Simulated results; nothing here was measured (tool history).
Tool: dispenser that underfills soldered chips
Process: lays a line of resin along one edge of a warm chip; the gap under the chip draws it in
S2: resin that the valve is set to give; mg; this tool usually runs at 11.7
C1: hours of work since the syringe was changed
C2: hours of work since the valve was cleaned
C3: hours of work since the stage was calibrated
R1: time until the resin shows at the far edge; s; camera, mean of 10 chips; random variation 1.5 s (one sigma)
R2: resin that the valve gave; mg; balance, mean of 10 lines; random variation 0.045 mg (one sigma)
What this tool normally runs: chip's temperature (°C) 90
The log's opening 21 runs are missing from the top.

{"hour": 87.7, "done": "dispensing valve cleaned and set on the balance"}
{"run": 22, "hour": 91.0, "chip's temperature (°C)": 84, "S2": 10.2, "C1": 6, "C2": 2, "C3": 139, "R1": 318.7, "R2": 10.16}
{"hour": 93.5, "done": "new syringe of resin"}
{"run": 23, "hour": 94.6, "chip's temperature (°C)": 89, "S2": 14.3, "C1": 1, "C2": 4, "C3": 141, "R1": 157.0, "R2": 14.29}
{"run": 24, "hour": 99.6, "chip's temperature (°C)": 103, "S2": 11.1, "C1": 4, "C2": 8, "C3": 145, "R1": 116.1, "R2": 11.05}
{"run": 25, "hour": 104.7, "chip's temperature (°C)": 94, "S2": 13.5, "C1": 8, "C2": 11, "C3": 148, "R1": 213.0, "R2": 13.47}
{"hour": 105.5, "done": "new syringe of resin"}
{"run": 26, "hour": 108.5, "chip's temperature (°C)": 88, "S2": 11.7, "C1": 2, "C2": 14, "C3": 151, "R1": 186.7, "R2": 11.64}
{"run": 27, "hour": 111.9, "chip's temperature (°C)": 91, "S2": 11.4, "C1": 4, "C2": 16, "C3": 153, "R1": 202.0, "R2": 11.27}
{"hour": 117.5, "done": "new syringe of resin"}
{"run": 28, "hour": 117.5, "chip's temperature (°C)": 88, "S2": 11.1, "C1": 0, "C2": 20, "C3": 157, "R1": 162.9, "R2": 10.96}
{"run": 29, "hour": 121.4, "chip's temperature (°C)": 88, "S2": 11.1, "C1": 3, "C2": 22, "C3": 159, "R1": 202.1, "R2": 10.98}
{"run": 30, "hour": 125.3, "chip's temperature (°C)": 88, "S2": 11.1, "C1": 5, "C2": 25, "C3": 162, "R1": 249.5, "R2": 10.95}
{"hour": 129.7, "done": "new syringe of resin"}
{"run": 31, "hour": 130.3, "chip's temperature (°C)": 88, "S2": 11.1, "C1": 0, "C2": 28, "C3": 165, "R1": 171.7, "R2": 10.95}
{"run": 32, "hour": 135.4, "chip's temperature (°C)": 94, "S2": 11.0, "C1": 4, "C2": 31, "C3": 168, "R1": 173.2, "R2": 10.75}
{"run": 33, "hour": 140.7, "chip's temperature (°C)": 100, "S2": 10.2, "C1": 7, "C2": 35, "C3": 172, "R1": 180.1, "R2": 9.93}
{"hour": 141.7, "done": "new syringe of resin"}
{"run": 34, "hour": 143.4, "chip's temperature (°C)": 100, "S2": 10.2, "C1": 1, "C2": 37, "C3": 174, "R1": 109.5, "R2": 10.01}
{"run": 35, "hour": 146.0, "chip's temperature (°C)": 100, "S2": 10.2, "C1": 3, "C2": 38, "C3": 175, "R1": 126.7, "R2": 9.91}

Each row is a separate what-if for the run after 35, all from the same tool condition, not one after another. Results?
{"run": "A", "hour": 148.8, "chip's temperature (°C)": 100, "S2": 10.2, "C1": 5, "C2": 40, "C3": 177, "R1": "?", "R2": "?"}
{"run": "B", "hour": 148.8, "chip's temperature (°C)": 84, "S2": 15.2, "C1": 5, "C2": 40, "C3": 177, "R1": "?", "R2": "?"}
{"run": "C", "hour": 148.8, "chip's temperature (°C)": 102, "S2": 10.2, "C1": 5, "C2": 40, "C3": 177, "R1": "?", "R2": "?"}
{"run": "D", "hour": 148.8, "chip's temperature (°C)": 84, "S2": 14.0, "C1": 5, "C2": 40, "C3": 177, "R1": "?", "R2": "?"}
{"run": "E", "hour": 148.8, "chip's temperature (°C)": 100, "S2": 13.0, "C1": 5, "C2": 40, "C3": 177, "R1": "?", "R2": "?"}

run=A R1=147.2 R2=9.99
run=B R1=266.9 R2=14.77
run=C R1=134.3 R2=9.95
run=D R1=266.7 R2=13.64
run=E R1=136.3 R2=12.52
With no hidden state in the tool, these same runs would have given:
run=A R1=98.4 R2=10.26
run=B R1=179.5 R2=15.17
run=C R1=89.7 R2=10.22
run=D R1=179.3 R2=14.00
run=E R1=91.6 R2=12.86
